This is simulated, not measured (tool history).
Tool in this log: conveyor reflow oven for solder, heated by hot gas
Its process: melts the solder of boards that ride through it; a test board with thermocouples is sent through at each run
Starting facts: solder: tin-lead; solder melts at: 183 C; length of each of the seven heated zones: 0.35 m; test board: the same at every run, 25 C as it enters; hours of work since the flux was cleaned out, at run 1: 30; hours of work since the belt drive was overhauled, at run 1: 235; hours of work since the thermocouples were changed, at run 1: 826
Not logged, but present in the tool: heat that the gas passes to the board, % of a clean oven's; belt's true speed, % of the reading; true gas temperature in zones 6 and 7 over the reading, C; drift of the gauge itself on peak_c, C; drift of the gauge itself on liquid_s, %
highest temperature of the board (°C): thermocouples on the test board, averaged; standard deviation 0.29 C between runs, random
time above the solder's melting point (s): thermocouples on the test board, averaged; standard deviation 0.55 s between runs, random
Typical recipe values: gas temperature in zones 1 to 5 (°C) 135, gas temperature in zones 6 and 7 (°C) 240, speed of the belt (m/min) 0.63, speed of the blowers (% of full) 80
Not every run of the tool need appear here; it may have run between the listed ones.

run	hour	gas temperature in zones 1 to 5 (°C)	gas temperature in zones 6 and 7 (°C)	speed of the belt (m/min)	speed of the blowers (% of full)	hours of work since the flux was cleaned out	hours of work since the belt drive was overhauled	hours of work since the thermocouples were changed	highest temperature of the board (°C)	time above the solder's melting point (s)
1	0	135	240	0.63	80	30	235	826	225.2	53.8
2	24.6	147	240	0.63	80	44	249	839	226.8	59.7
3	73.3	135	240	0.63	80	72	276	867	224.8	53.7
4	114.4	135	240	0.633	80	95	299	890	224.8	52.2
5	159.1	135	240	0.633	80	120	325	916	224.8	53.8
# hour 194.7: thermocouples of zones 6 and 7 changed
6	194.7	135	240	0.633	80	139	344	0	224.7	53.5
7	220	135	240	0.633	80	154	358	14	224.5	54.2
8	258	135	240	0.63	55	175	380	36	215.9	47.2
9	282.3	135	240	0.63	68	189	393	50	220.6	51.3
10	319	135	240	0.63	68	210	414	70	221.3	51.7
# hour 363.7: flux residue cleaned out of gas plates and filters
11	374.3	135	240	0.63	68	6	443	99	221.4	51.5
12	414.6	135	240	0.63	75	29	465	122	223.2	52.7
13	462	135	240	0.63	80	56	492	149	225.1	55
14	486.8	135	240	0.625	80	70	506	163	225.3	55.2
15	541.6	135	240	0.625	80	101	537	194	225.2	54.5
16	595.7	127	240	0.63	80	131	568	224	223.3	51.6
17	647.2	135	240	0.701	52	161	597	254	208.9	37.4
18	682.6	145	247	0.63	80	181	617	274	232.6	60.2
19	736.3	135	246	0.63	54	211	648	304	220.4	49.8
# hour 779.6: flux residue cleaned out of gas plates and filters
20	791.3	147	240	0.758	53	7	676	332	210.5	37.9
21	836.2	147	240	0.758	53	32	702	358	210.2	36.7
22	863.3	131	252	0.521	77	47	717	373	240.4	72.7
23	891.3	120	252	0.521	57	63	733	389	231.8	65.2
24	945.1	124	240	0.63	55	94	763	419	213.5	42.4
25	983	124	240	0.63	55	115	785	441	213.5	41.7
26	1012.7	135	239	0.63	90	132	802	458	226.3	55.4

Predict each of these 4 candidate next runs independently; none follows another, all start after run 26:
A	1055.2	135	241	0.63	90	156	826	482	?	?
B	1055.2	135	252	0.625	68	156	826	482	?	?
C	1055.2	127	240	0.63	80	156	826	482	?	?
D	1055.2	130	239	0.739	90	156	826	482	?	?

run	highest temperature of the board (°C)	time above the solder's melting point (s)
A	228.3	56.5
B	231.6	58.3
C	223.4	51.5
D	220.7	42.2
Had the tool no hidden state, the same runs would have come out as:
run	highest temperature of the board (°C)	time above the solder's melting point (s)
A	228.3	56.4
B	231.5	58.1
C	223.4	51.4
D	220.7	42.1
